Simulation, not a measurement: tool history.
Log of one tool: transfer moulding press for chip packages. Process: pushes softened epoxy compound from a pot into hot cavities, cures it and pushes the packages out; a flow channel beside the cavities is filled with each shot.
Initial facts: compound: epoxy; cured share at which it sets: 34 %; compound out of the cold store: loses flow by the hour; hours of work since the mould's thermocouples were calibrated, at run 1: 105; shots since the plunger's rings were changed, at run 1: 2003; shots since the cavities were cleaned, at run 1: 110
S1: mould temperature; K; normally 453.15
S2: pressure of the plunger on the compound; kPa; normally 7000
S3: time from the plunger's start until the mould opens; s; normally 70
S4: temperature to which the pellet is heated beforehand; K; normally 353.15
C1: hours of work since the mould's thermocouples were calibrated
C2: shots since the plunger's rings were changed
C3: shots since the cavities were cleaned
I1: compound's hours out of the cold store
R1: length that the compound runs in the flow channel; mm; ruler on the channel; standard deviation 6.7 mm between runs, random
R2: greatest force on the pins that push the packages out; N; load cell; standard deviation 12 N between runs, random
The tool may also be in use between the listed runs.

run 1 hour=0.0 | S1=453.15 S2=7000 S3=70 S4=353.15 | C1=105 C2=2003 C3=110 | I1=32.0 | R1=771 R2=580
run 2 hour=18.2 | S1=453.15 S2=7000 S3=70 S4=363.15 | C1=112 C2=2192 C3=299 | I1=28.1 | R1=778 R2=570
run 3 hour=34.0 | S1=445.15 S2=7000 S3=70 S4=353.15 | C1=119 C2=2356 C3=463 | I1=39.2 | R1=743 R2=907
run 4 hour=54.2 | S1=445.15 S2=7000 S3=70 S4=353.15 | C1=128 C2=2565 C3=672 | I1=44.2 | R1=717 R2=894
-- hour=64.1 cavities cleaned with cleaning compound and waxed
run 5 hour=77.9 | S1=445.15 S2=7000 S3=70 S4=353.15 | C1=137 C2=2796 C3=143 | I1=42.6 | R1=733 R2=838
run 6 hour=97.5 | S1=445.15 S2=7000 S3=70 S4=353.15 | C1=145 C2=2999 C3=346 | I1=28.6 | R1=784 R2=938
run 7 hour=107.7 | S1=445.15 S2=7000 S3=70 S4=353.15 | C1=150 C2=3105 C3=452 | I1=34.6 | R1=755 R2=904
run 8 hour=120.0 | S1=453.15 S2=7000 S3=70 S4=353.15 | C1=155 C2=3232 C3=579 | I1=33.1 | R1=758 R2=565
-- hour=140.3 cavities cleaned with cleaning compound and waxed
run 9 hour=141.5 | S1=453.15 S2=7000 S3=70 S4=353.15 | C1=163 C2=3439 C3=12 | I1=22.6 | R1=794 R2=571
run 10 hour=154.4 | S1=453.15 S2=7000 S3=70 S4=353.15 | C1=169 C2=3574 C3=147 | I1=33.6 | R1=752 R2=564
run 11 hour=172.8 | S1=453.15 S2=7000 S3=70 S4=353.15 | C1=176 C2=3765 C3=338 | I1=36.1 | R1=743 R2=576
run 12 hour=194.1 | S1=453.15 S2=7000 S3=70 S4=353.15 | C1=185 C2=3985 C3=558 | I1=13.7 | R1=836 R2=617
run 13 hour=203.1 | S1=453.15 S2=7000 S3=70 S4=353.15 | C1=189 C2=4078 C3=651 | I1=29.6 | R1=775 R2=573
-- hour=216.3 cavities cleaned with cleaning compound and waxed
run 14 hour=226.4 | S1=453.15 S2=7000 S3=70 S4=356.15 | C1=198 C2=4304 C3=105 | I1=16.9 | R1=823 R2=585
run 15 hour=243.8 | S1=445.15 S2=7000 S3=80 S4=356.15 | C1=206 C2=4485 C3=286 | I1=28.8 | R1=780 R2=701
run 16 hour=258.1 | S1=452.15 S2=7530 S3=73 S4=344.15 | C1=212 C2=4634 C3=435 | I1=18.7 | R1=833 R2=568
run 17 hour=269.8 | S1=452.15 S2=7530 S3=73 S4=344.15 | C1=217 C2=4755 C3=556 | I1=29.5 | R1=811 R2=556
-- hour=291.8 cavities cleaned with cleaning compound and waxed
run 18 hour=291.8 | S1=452.15 S2=7410 S3=73 S4=344.15 | C1=225 C2=4968 C3=0 | I1=21.4 | R1=822 R2=577

Forecast run 19:
run 19 hour=302.1 | S1=452.15 S2=5380 S3=68 S4=344.15 | C1=230 C2=5074 C3=106 | I1=37.7 | R1=? R2=?

Run 19 produced R1 639 mm, R2 654 N.
The same run, on a tool lacking any hidden state, would have yielded R1 640 mm, R2 653 N.
